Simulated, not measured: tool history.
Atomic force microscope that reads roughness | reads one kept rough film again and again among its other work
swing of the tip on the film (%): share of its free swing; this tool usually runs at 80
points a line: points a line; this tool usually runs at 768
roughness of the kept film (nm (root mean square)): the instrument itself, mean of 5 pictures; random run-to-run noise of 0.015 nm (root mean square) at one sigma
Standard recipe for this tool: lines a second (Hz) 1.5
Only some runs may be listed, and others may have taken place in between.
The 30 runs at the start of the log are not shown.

run,hour,lines a second (Hz),swing of the tip on the film (%),points a line,roughness of the kept film (nm (root mean square))
31,415.1,3.32,80,922,3.02
32,425.6,0.62,71,972,3.921
33,437.7,0.62,71,972,3.878
34,452.4,0.97,71,972,3.746
35,473.4,0.97,71,972,3.726
36,486.3,1.5,55,768,3.795
37,505.2,1.5,55,472,3.786
38,519,1.5,55,472,3.736
39,539.4,0.69,60,568,3.74
40,551.8,0.57,82,325,3.549
41,572.7,0.57,82,325,3.52
42,585.3,2.21,61,768,3.494
43,604,1.5,61,832,3.552
44,614.4,1.5,61,832,3.542
45,629.7,0.79,80,803,3.414

Predict each of these 5 candidate next runs independently; none follows another, all start after run 45:
# hour 631.7: new tip fitted
A,639.5,1.5,80,808,?
# hour 631.7: new tip fitted
B,639.5,0.79,56,399,?
# hour 631.7: new tip fitted
C,639.5,1.5,80,569,?
# hour 631.7: new tip fitted
D,639.5,3.95,61,768,?
# hour 631.7: new tip fitted
E,639.5,3.16,80,396,?

run,roughness of the kept film (nm (root mean square))
A,3.619
B,4.101
C,3.586
D,3.679
E,3.132
Stripped of hidden state, with their random variation kept, the same runs would have yielded:
run,roughness of the kept film (nm (root mean square))
A,3.642
B,4.128
C,3.609
D,3.703
E,3.153

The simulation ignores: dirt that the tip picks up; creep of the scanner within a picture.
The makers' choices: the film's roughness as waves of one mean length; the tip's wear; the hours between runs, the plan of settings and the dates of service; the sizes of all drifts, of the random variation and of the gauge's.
